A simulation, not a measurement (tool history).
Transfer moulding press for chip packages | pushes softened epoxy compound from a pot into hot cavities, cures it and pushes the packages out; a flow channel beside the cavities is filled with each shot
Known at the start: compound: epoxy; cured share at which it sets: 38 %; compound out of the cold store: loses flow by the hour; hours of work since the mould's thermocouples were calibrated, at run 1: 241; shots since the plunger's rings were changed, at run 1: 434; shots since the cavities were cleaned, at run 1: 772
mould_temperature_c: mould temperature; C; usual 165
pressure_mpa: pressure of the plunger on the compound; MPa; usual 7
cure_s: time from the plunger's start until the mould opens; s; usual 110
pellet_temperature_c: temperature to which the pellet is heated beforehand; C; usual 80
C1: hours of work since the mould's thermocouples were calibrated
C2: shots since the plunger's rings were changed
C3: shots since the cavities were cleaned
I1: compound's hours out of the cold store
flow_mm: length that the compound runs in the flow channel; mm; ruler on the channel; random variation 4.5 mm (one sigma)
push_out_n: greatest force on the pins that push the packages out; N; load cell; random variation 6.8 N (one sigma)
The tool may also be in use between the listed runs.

run 1 hour=0 | mould_temperature_c=165 pressure_mpa=7 cure_s=110 pellet_temperature_c=80 | C1=241 C2=434 C3=772 | I1=25.6 | flow_mm=597 push_out_n=291
run 2 hour=5 | mould_temperature_c=165 pressure_mpa=7 cure_s=110 pellet_temperature_c=80 | C1=244 C2=490 C3=828 | I1=16.4 | flow_mm=611 push_out_n=276
-- hour=10.2 cavities cleaned with cleaning compound and waxed
run 3 hour=15.7 | mould_temperature_c=165 pressure_mpa=7 cure_s=110 pellet_temperature_c=80 | C1=250 C2=592 C3=61 | I1=31.3 | flow_mm=580 push_out_n=250
run 4 hour=26.3 | mould_temperature_c=157 pressure_mpa=7 cure_s=110 pellet_temperature_c=80 | C1=257 C2=711 C3=180 | I1=19.5 | flow_mm=634 push_out_n=477
run 5 hour=36.4 | mould_temperature_c=157 pressure_mpa=7 cure_s=110 pellet_temperature_c=80 | C1=264 C2=823 C3=292 | I1=37.1 | flow_mm=600 push_out_n=444
run 6 hour=42.7 | mould_temperature_c=157 pressure_mpa=7 cure_s=110 pellet_temperature_c=80 | C1=268 C2=893 C3=362 | I1=41.1 | flow_mm=597 push_out_n=434
run 7 hour=51.7 | mould_temperature_c=157 pressure_mpa=7 cure_s=110 pellet_temperature_c=80 | C1=274 C2=994 C3=463 | I1=35.2 | flow_mm=611 push_out_n=457
run 8 hour=60.4 | mould_temperature_c=157 pressure_mpa=7 cure_s=110 pellet_temperature_c=80 | C1=280 C2=1091 C3=560 | I1=38 | flow_mm=598 push_out_n=460
run 9 hour=69.9 | mould_temperature_c=157 pressure_mpa=7 cure_s=110 pellet_temperature_c=80 | C1=286 C2=1197 C3=666 | I1=9.7 | flow_mm=642 push_out_n=493
run 10 hour=80.1 | mould_temperature_c=165 pressure_mpa=7 cure_s=110 pellet_temperature_c=80 | C1=293 C2=1311 C3=780 | I1=29.2 | flow_mm=587 push_out_n=272
-- hour=89.6 cavities cleaned with cleaning compound and waxed
run 11 hour=89.9 | mould_temperature_c=165 pressure_mpa=7 cure_s=110 pellet_temperature_c=80 | C1=299 C2=1403 C3=4 | I1=35.4 | flow_mm=577 push_out_n=272
run 12 hour=96.5 | mould_temperature_c=165 pressure_mpa=7 cure_s=110 pellet_temperature_c=80 | C1=303 C2=1477 C3=78 | I1=19.6 | flow_mm=607 push_out_n=276
run 13 hour=105 | mould_temperature_c=165 pressure_mpa=7.33 cure_s=110 pellet_temperature_c=80 | C1=309 C2=1571 C3=172 | I1=17 | flow_mm=626 push_out_n=281
run 14 hour=113.9 | mould_temperature_c=165 pressure_mpa=7.33 cure_s=110 pellet_temperature_c=80 | C1=314 C2=1670 C3=271 | I1=20.6 | flow_mm=621 push_out_n=275
run 15 hour=121.3 | mould_temperature_c=165 pressure_mpa=7.33 cure_s=110 pellet_temperature_c=80 | C1=319 C2=1753 C3=354 | I1=47.3 | flow_mm=580 push_out_n=272
run 16 hour=127.4 | mould_temperature_c=167 pressure_mpa=6.43 cure_s=110 pellet_temperature_c=80 | C1=323 C2=1822 C3=423 | I1=29.3 | flow_mm=554 push_out_n=252
run 17 hour=138.3 | mould_temperature_c=167 pressure_mpa=6.43 cure_s=110 pellet_temperature_c=80 | C1=331 C2=1943 C3=544 | I1=41.2 | flow_mm=547 push_out_n=261
run 18 hour=144.2 | mould_temperature_c=167 pressure_mpa=6.43 cure_s=110 pellet_temperature_c=80 | C1=335 C2=2008 C3=609 | I1=23 | flow_mm=570 push_out_n=254
run 19 hour=148.8 | mould_temperature_c=167 pressure_mpa=7.21 cure_s=93 pellet_temperature_c=82 | C1=338 C2=2060 C3=661 | I1=33.9 | flow_mm=589 push_out_n=317
run 20 hour=156.7 | mould_temperature_c=157 pressure_mpa=5.78 cure_s=91 pellet_temperature_c=77 | C1=343 C2=2148 C3=749 | I1=29.2 | flow_mm=562 push_out_n=706
run 21 hour=161.3 | mould_temperature_c=157 pressure_mpa=5.78 cure_s=91 pellet_temperature_c=77 | C1=346 C2=2199 C3=800 | I1=17.9 | flow_mm=570 push_out_n=739
-- hour=168.8 cavities cleaned with cleaning compound and waxed
run 22 hour=173.5 | mould_temperature_c=159 pressure_mpa=7 cure_s=139 pellet_temperature_c=80 | C1=353 C2=2318 C3=51 | I1=19.2 | flow_mm=633 push_out_n=270
run 23 hour=178.6 | mould_temperature_c=159 pressure_mpa=7 cure_s=139 pellet_temperature_c=80 | C1=356 C2=2376 C3=109 | I1=41.8 | flow_mm=588 push_out_n=249
run 24 hour=189.2 | mould_temperature_c=159 pressure_mpa=6.31 cure_s=139 pellet_temperature_c=80 | C1=363 C2=2493 C3=226 | I1=16.8 | flow_mm=603 push_out_n=268
run 25 hour=195 | mould_temperature_c=159 pressure_mpa=7.14 cure_s=130 pellet_temperature_c=74 | C1=367 C2=2558 C3=291 | I1=33.1 | flow_mm=606 push_out_n=292
run 26 hour=203.3 | mould_temperature_c=157 pressure_mpa=7.14 cure_s=95 pellet_temperature_c=87 | C1=373 C2=2651 C3=384 | I1=18.2 | flow_mm=647 push_out_n=656
run 27 hour=210.5 | mould_temperature_c=165 pressure_mpa=6.55 cure_s=114 pellet_temperature_c=77 | C1=378 C2=2731 C3=464 | I1=19.5 | flow_mm=587 push_out_n=265
run 28 hour=215.5 | mould_temperature_c=165 pressure_mpa=7.92 cure_s=110 pellet_temperature_c=84 | C1=381 C2=2787 C3=520 | I1=19.2 | flow_mm=637 push_out_n=285
run 29 hour=222.6 | mould_temperature_c=162 pressure_mpa=5.81 cure_s=119 pellet_temperature_c=84 | C1=386 C2=2866 C3=599 | I1=35.5 | flow_mm=527 push_out_n=274

4 ways to go on from here, each from the tool as it stands after run 29. What would each give?
run A hour=229.3 | mould_temperature_c=171 pressure_mpa=5.81 cure_s=119 pellet_temperature_c=84 | C1=390 C2=2940 C3=673 | I1=19.6 | flow_mm=? push_out_n=?
run B hour=229.3 | mould_temperature_c=162 pressure_mpa=5.81 cure_s=114 pellet_temperature_c=84 | C1=390 C2=2940 C3=673 | I1=43 | flow_mm=? push_out_n=?
run C hour=229.3 | mould_temperature_c=162 pressure_mpa=5.66 cure_s=119 pellet_temperature_c=88 | C1=390 C2=2940 C3=673 | I1=30.3 | flow_mm=? push_out_n=?
run D hour=229.3 | mould_temperature_c=162 pressure_mpa=5.81 cure_s=140 pellet_temperature_c=84 | C1=390 C2=2940 C3=673 | I1=27.6 | flow_mm=? push_out_n=?

run=A flow_mm=531 push_out_n=242
run=B flow_mm=521 push_out_n=318
run=C flow_mm=533 push_out_n=281
run=D flow_mm=551 push_out_n=233
Without the tool's hidden state the same runs would have given:
run=A flow_mm=531 push_out_n=239
run=B flow_mm=521 push_out_n=314
run=C flow_mm=533 push_out_n=277
run=D flow_mm=552 push_out_n=230

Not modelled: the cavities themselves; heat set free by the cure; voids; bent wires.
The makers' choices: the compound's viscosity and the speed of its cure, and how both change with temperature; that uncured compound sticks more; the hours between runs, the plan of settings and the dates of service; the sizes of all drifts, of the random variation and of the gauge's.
